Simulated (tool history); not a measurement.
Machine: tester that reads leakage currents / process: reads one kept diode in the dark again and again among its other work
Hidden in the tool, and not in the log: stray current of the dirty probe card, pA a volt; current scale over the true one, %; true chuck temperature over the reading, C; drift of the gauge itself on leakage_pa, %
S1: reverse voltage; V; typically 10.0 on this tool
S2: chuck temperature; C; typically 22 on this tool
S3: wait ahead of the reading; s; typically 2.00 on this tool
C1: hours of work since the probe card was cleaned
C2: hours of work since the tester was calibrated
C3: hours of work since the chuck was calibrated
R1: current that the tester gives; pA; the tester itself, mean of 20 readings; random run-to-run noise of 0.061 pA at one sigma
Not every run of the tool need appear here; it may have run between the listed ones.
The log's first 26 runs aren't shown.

run      day   S1  S2    S3    C1   C2    C3      R1
     107.062  -- tester calibrated
 27  109.329  1.5  22  0.77  1495   40   633    8.22
 28  115.242  1.4  42  0.46  1600  145   737   41.16
 29  121.183  8.5  45  2.74  1705  250   843  105.71
 30  125.283  8.5  26  2.74  1778  323   915   29.01
 31  129.262  1.8  37  0.31  1849  393   986   31.44
 32  134.483  1.8  37  0.31  1941  486  1078   31.72
 33  138.271  1.7  23  3.03  2008  553  1145   10.16
 34  141.346  6.9  43  0.82  2063  607  1200   89.02
     143.792  -- tester calibrated, once more
 35  144.779  6.9  43  1.76  2122   17  1259   85.59
 36  149.471  6.9  43  1.76  2205  101  1342   86.80
 37  154.938  5.5  22  4.42  2302  197  1439   19.51
 38  158.025  5.5  55  4.42  2356  252  1494  200.45

Consider 5 possible next runs. They are alternatives, not a sequence: every one starts from the tool as it was left by run 38. What does each give?
  A  163.496   5.8  20  2.00  2453  349  1591   ?
  B  163.496   3.1  32  5.35  2453  349  1591   ?
  C  163.496   7.4  22  4.12  2453  349  1591   ?
  D  163.496  17.2  40  0.67  2453  349  1591   ?
  E  163.496   2.3  25  2.00  2453  349  1591   ?

run      R1
  A   19.31
  B   27.46
  C   24.95
  D  116.10
  E   14.50
Take away the tool's hidden state, keep each run's random variation, and the runs would have read:
run     R1
  A   7.78
  B  18.79
  C  10.07
  D  74.27
  E   8.85
